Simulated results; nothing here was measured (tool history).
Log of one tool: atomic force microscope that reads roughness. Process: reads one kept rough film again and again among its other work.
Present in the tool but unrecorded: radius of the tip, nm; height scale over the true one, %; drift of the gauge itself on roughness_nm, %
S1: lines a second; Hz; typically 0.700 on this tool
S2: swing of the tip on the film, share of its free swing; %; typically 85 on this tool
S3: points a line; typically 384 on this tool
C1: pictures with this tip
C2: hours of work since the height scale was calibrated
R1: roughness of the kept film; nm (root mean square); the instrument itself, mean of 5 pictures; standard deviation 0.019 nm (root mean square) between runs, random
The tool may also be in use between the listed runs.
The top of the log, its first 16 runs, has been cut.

run,hour,S1,S2,S3,C1,C2,R1
17,731.2,0.902,65,384,253,310,3.947
# hour 736.0: new tip fitted
18,764.5,0.902,65,384,64,335,4.638
19,789.8,0.700,85,384,120,354,4.211
20,832.0,0.700,85,384,214,386,3.907
# hour 852.8: new tip fitted
21,879.7,2.228,57,384,60,421,4.576
22,927.2,0.976,59,417,166,457,4.288
23,965.2,3.778,57,380,250,486,3.778
# hour 969.5: new tip fitted
24,1020.3,3.778,57,380,113,527,4.194
25,1053.2,0.700,85,537,186,552,3.974
# hour 1087.3: new tip fitted
26,1111.7,0.700,85,537,55,595,4.458
27,1137.9,0.700,85,537,113,615,4.187
28,1194.1,0.700,85,537,238,657,3.801
# hour 1203.6: new tip fitted
29,1226.9,0.700,79,351,52,682,4.511
30,1275.5,0.700,82,405,160,718,4.068
# hour 1324.2: new tip fitted
31,1330.7,0.700,76,384,15,760,4.717
32,1372.3,3.640,57,643,107,791,4.201
33,1396.8,3.640,57,643,162,809,4.004
# hour 1444.0: new tip fitted
34,1447.3,3.640,57,643,7,847,4.582
35,1485.9,3.640,57,643,93,876,4.272
36,1519.6,0.700,85,674,168,902,4.080
# hour 1561.7: new tip fitted
37,1571.0,0.700,85,674,21,940,4.530
38,1604.1,0.572,89,384,95,965,4.222
39,1637.0,1.577,85,532,168,990,3.635

Consider 3 possible next runs. They are alternatives, not a sequence: every one starts from the tool as it was left by run 39. What does each give?
A,1666.5,0.700,85,657,233,1012,?
B,1666.5,1.577,85,696,233,1012,?
C,1666.5,2.495,84,812,233,1012,?

run,R1
A,3.795
B,3.437
C,3.186
With the hidden condition removed and each run's random variation left untouched, the same runs would have given:
run,R1
A,4.685
B,4.242
C,3.932
